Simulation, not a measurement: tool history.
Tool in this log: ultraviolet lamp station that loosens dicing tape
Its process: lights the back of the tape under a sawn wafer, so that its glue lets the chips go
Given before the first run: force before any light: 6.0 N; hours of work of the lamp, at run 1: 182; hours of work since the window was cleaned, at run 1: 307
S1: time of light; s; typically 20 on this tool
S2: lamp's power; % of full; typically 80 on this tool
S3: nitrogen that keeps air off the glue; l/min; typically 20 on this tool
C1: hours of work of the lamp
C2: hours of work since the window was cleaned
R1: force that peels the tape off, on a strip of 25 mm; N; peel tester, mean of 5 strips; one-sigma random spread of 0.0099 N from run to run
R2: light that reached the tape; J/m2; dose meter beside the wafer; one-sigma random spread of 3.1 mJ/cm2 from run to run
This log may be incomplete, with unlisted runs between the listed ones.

run,hour,S1,S2,S3,C1,C2,R1,R2
1,0,20,80,20,182,307,0.558,4240
2,21.3,20,80,20,191,316,0.566,4230
3,50.3,20,80,20,203,329,0.576,4220
4,73.6,20,62,20,213,338,0.929,3270
5,92.7,20,62,20,221,346,0.945,3200
6,124.4,20,80,10,234,360,1.015,4110
7,151,20,84,15,246,371,0.684,4360
8,167.3,20,84,15,253,378,0.677,4340
9,196.1,20,84,15,265,390,0.692,4300
10,226.6,20,92,29,277,403,0.331,4690
11,247.1,20,92,29,286,411,0.339,4680
12,281.8,28,68,8,301,426,0.891,4800

3 ways to go on from here, each from the tool as it stands after run 12. What would each give?
A,311.4,17,63,20,313,438,?,?
B,311.4,19,62,17,313,438,?,?
C,311.4,19,68,8,313,438,?,?

run,R1,R2
A,1.283,2650
B,1.272,2950
C,1.659,3220
Had the tool no hidden state, the same runs would have come out as:
run,R1,R2
A,0.958,3170
B,0.947,3530
C,1.298,3860
